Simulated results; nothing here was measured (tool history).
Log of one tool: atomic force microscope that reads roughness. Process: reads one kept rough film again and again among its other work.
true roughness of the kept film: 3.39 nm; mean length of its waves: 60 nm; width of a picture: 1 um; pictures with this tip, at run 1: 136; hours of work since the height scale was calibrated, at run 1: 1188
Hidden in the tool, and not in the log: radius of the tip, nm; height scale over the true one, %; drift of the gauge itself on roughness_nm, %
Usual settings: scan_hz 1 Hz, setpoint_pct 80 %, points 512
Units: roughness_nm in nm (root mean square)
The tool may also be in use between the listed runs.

run   hour  scan_hz  setpoint_pct  points  pictures with this tip  hours of work since the height scale was calibrated  roughness_nm
  1      0        1            80     512                     136                                                 1188         2.788
      41.6  -- new tip fitted
  2   44.9        1            80     512                       7                                                 1216         2.877
  3     65        1            80     512                      49                                                 1229          2.87
  4  101.8        1            80     512                     126                                                 1252         2.816
  5  138.3        1            80     512                     203                                                 1275         2.778
       146  -- new tip fitted
  6  175.4     3.27            80     512                      62                                                 1298         2.302
  7  199.9     3.27            80     512                     113                                                 1313          2.28
  8  237.8     1.15            80     361                     192                                                 1337         2.723
       253  -- new tip fitted
  9    258     1.15            80     361                      11                                                 1349         2.815
 10  296.4     1.15            80     712                      91                                                 1373          2.78
 11  342.9     1.15            80     712                     189                                                 1402         2.739
     360.5  -- new tip fitted
 12  373.6     0.53            57     428                      28                                                 1421         3.148
 13  411.3     0.53            57     428                     107                                                 1445          3.09

Forecast each of these 3 alternatives for the next run:
  A  432.3     0.53            72     428                     151                                                 1458             ?
  B  432.3     0.99            62     311                     151                                                 1458             ?
  C  432.3     0.65            88     512                     151                                                 1458             ?

run  roughness_nm
  A         2.975
  B         2.969
  C         2.812
Without the tool's hidden state the same runs would have given:
run  roughness_nm
  A         3.158
  B         3.151
  C         2.985
